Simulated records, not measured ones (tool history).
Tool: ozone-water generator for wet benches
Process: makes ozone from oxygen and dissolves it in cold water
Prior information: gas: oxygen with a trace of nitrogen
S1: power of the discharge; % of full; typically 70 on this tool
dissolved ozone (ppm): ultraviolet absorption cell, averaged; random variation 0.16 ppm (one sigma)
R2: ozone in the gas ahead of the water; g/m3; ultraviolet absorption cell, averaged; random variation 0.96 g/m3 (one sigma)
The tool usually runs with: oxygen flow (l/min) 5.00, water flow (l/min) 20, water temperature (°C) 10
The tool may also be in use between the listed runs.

run 1 hour=0.0 | S1=70 oxygen_flow_(l/min)=5.00 water_flow_(l/min)=20 water_temperature_(°C)=10 | dissolved_ozone_(ppm)=19.0 R2=163.1
run 2 hour=25.3 | S1=70 oxygen_flow_(l/min)=5.00 water_flow_(l/min)=14 water_temperature_(°C)=10 | dissolved_ozone_(ppm)=25.9 R2=162.6
run 3 hour=74.0 | S1=70 oxygen_flow_(l/min)=5.00 water_flow_(l/min)=20 water_temperature_(°C)=10 | dissolved_ozone_(ppm)=19.4 R2=164.9
run 4 hour=102.8 | S1=70 oxygen_flow_(l/min)=5.00 water_flow_(l/min)=20 water_temperature_(°C)=10 | dissolved_ozone_(ppm)=19.0 R2=162.7
run 5 hour=127.5 | S1=70 oxygen_flow_(l/min)=5.00 water_flow_(l/min)=20 water_temperature_(°C)=10 | dissolved_ozone_(ppm)=19.0 R2=163.2
run 6 hour=170.9 | S1=70 oxygen_flow_(l/min)=5.00 water_flow_(l/min)=20 water_temperature_(°C)=10 | dissolved_ozone_(ppm)=18.9 R2=163.1
run 7 hour=210.6 | S1=70 oxygen_flow_(l/min)=5.00 water_flow_(l/min)=20 water_temperature_(°C)=10 | dissolved_ozone_(ppm)=19.2 R2=163.8
run 8 hour=246.4 | S1=70 oxygen_flow_(l/min)=5.00 water_flow_(l/min)=20 water_temperature_(°C)=10 | dissolved_ozone_(ppm)=18.9 R2=164.3
run 9 hour=283.0 | S1=70 oxygen_flow_(l/min)=3.11 water_flow_(l/min)=20 water_temperature_(°C)=10 | dissolved_ozone_(ppm)=17.8 R2=211.0
run 10 hour=312.0 | S1=70 oxygen_flow_(l/min)=3.11 water_flow_(l/min)=20 water_temperature_(°C)=10 | dissolved_ozone_(ppm)=18.0 R2=212.1
run 11 hour=345.3 | S1=70 oxygen_flow_(l/min)=3.11 water_flow_(l/min)=20 water_temperature_(°C)=10 | dissolved_ozone_(ppm)=18.0 R2=213.4
run 12 hour=387.8 | S1=70 oxygen_flow_(l/min)=3.11 water_flow_(l/min)=23 water_temperature_(°C)=10 | dissolved_ozone_(ppm)=15.3 R2=212.3
run 13 hour=414.7 | S1=70 oxygen_flow_(l/min)=8.57 water_flow_(l/min)=20 water_temperature_(°C)=10 | dissolved_ozone_(ppm)=18.9 R2=119.1
run 14 hour=437.9 | S1=70 oxygen_flow_(l/min)=8.57 water_flow_(l/min)=20 water_temperature_(°C)=10 | dissolved_ozone_(ppm)=18.8 R2=120.5
run 15 hour=476.9 | S1=70 oxygen_flow_(l/min)=8.57 water_flow_(l/min)=20 water_temperature_(°C)=10 | dissolved_ozone_(ppm)=18.7 R2=119.9
run 16 hour=514.0 | S1=70 oxygen_flow_(l/min)=8.57 water_flow_(l/min)=20 water_temperature_(°C)=10 | dissolved_ozone_(ppm)=18.6 R2=119.8
run 17 hour=536.7 | S1=62 oxygen_flow_(l/min)=6.78 water_flow_(l/min)=24 water_temperature_(°C)=10 | dissolved_ozone_(ppm)=14.7 R2=123.9
run 18 hour=577.0 | S1=62 oxygen_flow_(l/min)=6.78 water_flow_(l/min)=24 water_temperature_(°C)=10 | dissolved_ozone_(ppm)=14.3 R2=123.0
run 19 hour=611.2 | S1=72 oxygen_flow_(l/min)=3.52 water_flow_(l/min)=18 water_temperature_(°C)=15 | dissolved_ozone_(ppm)=19.4 R2=201.8
run 20 hour=654.9 | S1=81 oxygen_flow_(l/min)=6.70 water_flow_(l/min)=20 water_temperature_(°C)=10 | dissolved_ozone_(ppm)=21.0 R2=155.3
run 21 hour=687.7 | S1=60 oxygen_flow_(l/min)=5.84 water_flow_(l/min)=12 water_temperature_(°C)=6 | dissolved_ozone_(ppm)=26.1 R2=129.6
run 22 hour=725.8 | S1=60 oxygen_flow_(l/min)=5.84 water_flow_(l/min)=12 water_temperature_(°C)=6 | dissolved_ozone_(ppm)=25.8 R2=129.3
run 23 hour=768.5 | S1=80 oxygen_flow_(l/min)=4.01 water_flow_(l/min)=20 water_temperature_(°C)=10 | dissolved_ozone_(ppm)=20.3 R2=201.1
run 24 hour=798.7 | S1=63 oxygen_flow_(l/min)=7.34 water_flow_(l/min)=22 water_temperature_(°C)=12 | dissolved_ozone_(ppm)=15.4 R2=118.9
run 25 hour=846.2 | S1=56 oxygen_flow_(l/min)=7.10 water_flow_(l/min)=12 water_temperature_(°C)=12 | dissolved_ozone_(ppm)=21.4 R2=107.2
run 26 hour=884.0 | S1=56 oxygen_flow_(l/min)=7.10 water_flow_(l/min)=12 water_temperature_(°C)=12 | dissolved_ozone_(ppm)=21.5 R2=109.4
run 27 hour=919.9 | S1=70 oxygen_flow_(l/min)=2.55 water_flow_(l/min)=20 water_temperature_(°C)=5 | dissolved_ozone_(ppm)=17.5 R2=235.0
run 28 hour=940.4 | S1=42 oxygen_flow_(l/min)=4.32 water_flow_(l/min)=21 water_temperature_(°C)=5 | dissolved_ozone_(ppm)=12.0 R2=113.6
run 29 hour=961.4 | S1=94 oxygen_flow_(l/min)=4.32 water_flow_(l/min)=12 water_temperature_(°C)=5 | dissolved_ozone_(ppm)=38.3 R2=224.7
run 30 hour=991.7 | S1=41 oxygen_flow_(l/min)=3.95 water_flow_(l/min)=26 water_temperature_(°C)=7 | dissolved_ozone_(ppm)=8.9 R2=116.2
run 31 hour=1040.5 | S1=41 oxygen_flow_(l/min)=3.95 water_flow_(l/min)=26 water_temperature_(°C)=7 | dissolved_ozone_(ppm)=9.2 R2=115.8
run 32 hour=1079.2 | S1=85 oxygen_flow_(l/min)=8.71 water_flow_(l/min)=25 water_temperature_(°C)=7 | dissolved_ozone_(ppm)=18.8 R2=137.7

Subtracting, for every run, the result it would have given without the tool's unlogged condition from the measured result gives the following. The same run-to-run variation enters both numbers; the gauge's scatter may not:
Unlogged tool condition in this case: yield of the discharge, % of new electrodes'; contactor's efficiency, % of a clean one's; true water temperature over the reading, C; drift of the gauge itself on ozone_ppm, %; drift of the gauge itself on gas_g_m3, %.
run=1 dissolved_ozone_(ppm)=-1.2 R2=+0.0
run=2 dissolved_ozone_(ppm)=-1.3 R2=+0.0
run=3 dissolved_ozone_(ppm)=-1.3 R2=-0.2
run=4 dissolved_ozone_(ppm)=-1.3 R2=-0.3
run=5 dissolved_ozone_(ppm)=-1.3 R2=-0.4
run=6 dissolved_ozone_(ppm)=-1.3 R2=-0.6
run=7 dissolved_ozone_(ppm)=-1.4 R2=-0.7
run=8 dissolved_ozone_(ppm)=-1.4 R2=-0.8
run=9 dissolved_ozone_(ppm)=-1.3 R2=-1.2
run=10 dissolved_ozone_(ppm)=-1.3 R2=-1.4
run=11 dissolved_ozone_(ppm)=-1.3 R2=-1.4
run=12 dissolved_ozone_(ppm)=-1.2 R2=-1.6
run=13 dissolved_ozone_(ppm)=-1.5 R2=-1.0
run=14 dissolved_ozone_(ppm)=-1.5 R2=-1.0
run=15 dissolved_ozone_(ppm)=-1.6 R2=-1.2
run=16 dissolved_ozone_(ppm)=-1.6 R2=-1.3
run=17 dissolved_ozone_(ppm)=-1.3 R2=-1.2
run=18 dissolved_ozone_(ppm)=-1.4 R2=-1.3
run=19 dissolved_ozone_(ppm)=-1.6 R2=-2.6
run=20 dissolved_ozone_(ppm)=-1.9 R2=-2.4
run=21 dissolved_ozone_(ppm)=-1.7 R2=-1.6
run=22 dissolved_ozone_(ppm)=-1.7 R2=-1.7
run=23 dissolved_ozone_(ppm)=-1.9 R2=-3.5
run=24 dissolved_ozone_(ppm)=-1.5 R2=-1.8
run=25 dissolved_ozone_(ppm)=-1.5 R2=-1.6
run=26 dissolved_ozone_(ppm)=-1.6 R2=-1.6
run=27 dissolved_ozone_(ppm)=-1.7 R2=-4.5
run=28 dissolved_ozone_(ppm)=-1.1 R2=-1.3
run=29 dissolved_ozone_(ppm)=-3.3 R2=-5.6
run=30 dissolved_ozone_(ppm)=-0.9 R2=-1.3
run=31 dissolved_ozone_(ppm)=-0.9 R2=-1.3
run=32 dissolved_ozone_(ppm)=-2.2 R2=-3.6

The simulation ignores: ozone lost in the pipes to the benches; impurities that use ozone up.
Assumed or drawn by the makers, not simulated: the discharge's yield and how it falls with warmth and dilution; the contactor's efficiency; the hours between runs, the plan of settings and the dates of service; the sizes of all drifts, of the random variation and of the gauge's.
